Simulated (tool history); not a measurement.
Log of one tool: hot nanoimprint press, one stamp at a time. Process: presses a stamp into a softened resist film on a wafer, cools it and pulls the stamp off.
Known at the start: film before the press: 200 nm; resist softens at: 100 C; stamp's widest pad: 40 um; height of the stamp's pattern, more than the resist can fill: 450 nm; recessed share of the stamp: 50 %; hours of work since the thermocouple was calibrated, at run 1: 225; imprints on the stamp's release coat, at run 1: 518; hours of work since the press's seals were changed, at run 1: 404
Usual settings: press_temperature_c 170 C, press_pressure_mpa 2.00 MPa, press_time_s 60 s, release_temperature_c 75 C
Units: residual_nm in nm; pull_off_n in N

run    hour  press_temperature_c  press_pressure_mpa  press_time_s  release_temperature_c  hours of work since the thermocouple was calibrated  imprints on the stamp's release coat  hours of work since the press's seals were changed  residual_nm  pull_off_n
  1     0.0                  170                2.00            60                     75                                                  225                                   518                                                 404         76.3         162
  2    42.7                  170                2.00            60                     75                                                  245                                   611                                                 424         76.4         163
  3    93.6                  170                2.00            60                     75                                                  269                                   722                                                 448         76.8         163
  4   143.2                  170                2.00            60                     75                                                  292                                   829                                                 471         76.3         163
  5   184.3                  170                2.00            60                     64                                                  311                                   919                                                 490         76.6         172
  6   224.7                  170                2.00            60                     64                                                  329                                  1006                                                 508         77.0         173
      240.9  -- plate thermocouple calibrated
  7   262.1                  169                2.00            60                     75                                                   10                                  1081                                                 524         80.7         165
  8   312.0                  168                2.00            60                     75                                                   33                                  1190                                                 547         84.5         168
  9   347.4                  168                2.00            60                     75                                                   49                                  1267                                                 564         84.0         168
 10   397.8                  168                2.00            60                     75                                                   73                                  1376                                                 587         83.8         160
 11   434.3                  168                2.00            60                     75                                                   89                                  1455                                                 604         85.4         167
 12   470.4                  170                2.00            60                     75                                                  106                                  1534                                                 620         77.4         162
 13   512.8                  170                2.00            60                     75                                                  126                                  1626                                                 640         77.9         166
 14   545.4                  170                2.00            60                     75                                                  141                                  1697                                                 655         78.1         167
      569.0  -- stamp cleaned and given a new release coat
 15   573.3                  170                2.00            60                     75                                                  151                                    10                                                 665         77.3         169
 16   612.4                  181                1.91            60                     75                                                  169                                    95                                                 683         50.6         157
 17   654.8                  181                1.91            60                     75                                                  189                                   187                                                 703         50.2         166
 18   677.8                  181                1.91            67                     60                                                  199                                   237                                                 714         48.5         185
 19   724.1                  181                1.91            44                     60                                                  221                                   337                                                 735         56.2         182
 20   755.3                  170                2.39            56                     82                                                  235                                   405                                                 749         72.7         155
 21   808.6                  181                1.62            85                     78                                                  260                                   521                                                 774         49.4         159
 22   830.3                  170                1.45           113                     69                                                  270                                   568                                                 784         74.2         174
 23   859.7                  170                1.45           113                     69                                                  283                                   632                                                 798         74.9         168
 24   897.6                  170                1.45            46                     69                                                  301                                   714                                                 815        101.6         169
      905.7  -- gauge calibrated
 25   933.6                  174                1.45            47                     69                                                  318                                   793                                                 832         84.3         169
      958.1  -- press's hydraulic seals changed and the load cell set to zero
      982.6  -- plate thermocouple calibrated
 26   982.6                  170                3.10            79                     75                                                    0                                   875                                                  10         54.4         165
 27  1028.3                  176                2.12            47                     72                                                   21                                   975                                                  31         63.0         171
 28  1051.6                  165                2.12            62                     72                                                   32                                  1025                                                  42         91.5         166
 29  1086.4                  167                2.60            62                     72                                                   48                                  1101                                                  58         74.8         171

5 ways to go on from here, each from the tool as it stands after run 29. What would each give?
  A  1111.3                  162                2.86            65                     75                                                   59                                  1155                                                  69            ?           ?
  B  1111.3                  176                2.60            38                     77                                                   59                                  1155                                                  69            ?           ?
  C  1111.3                  169                1.24           106                     75                                                   59                                  1155                                                  69            ?           ?
  D  1111.3                  170                3.09            86                     75                                                   59                                  1155                                                  69            ?           ?
  E  1111.3                  181                1.35            60                     63                                                   59                                  1155                                                  69            ?           ?

run  residual_nm  pull_off_n
  A         88.6         157
  B         61.1         164
  C         84.8         162
  D         52.8         164
  E         60.7         177
Without the tool's hidden state the same runs would have given:
run  residual_nm  pull_off_n
  A         88.0         155
  B         60.8         162
  C         84.2         160
  D         52.4         162
  E         60.3         175
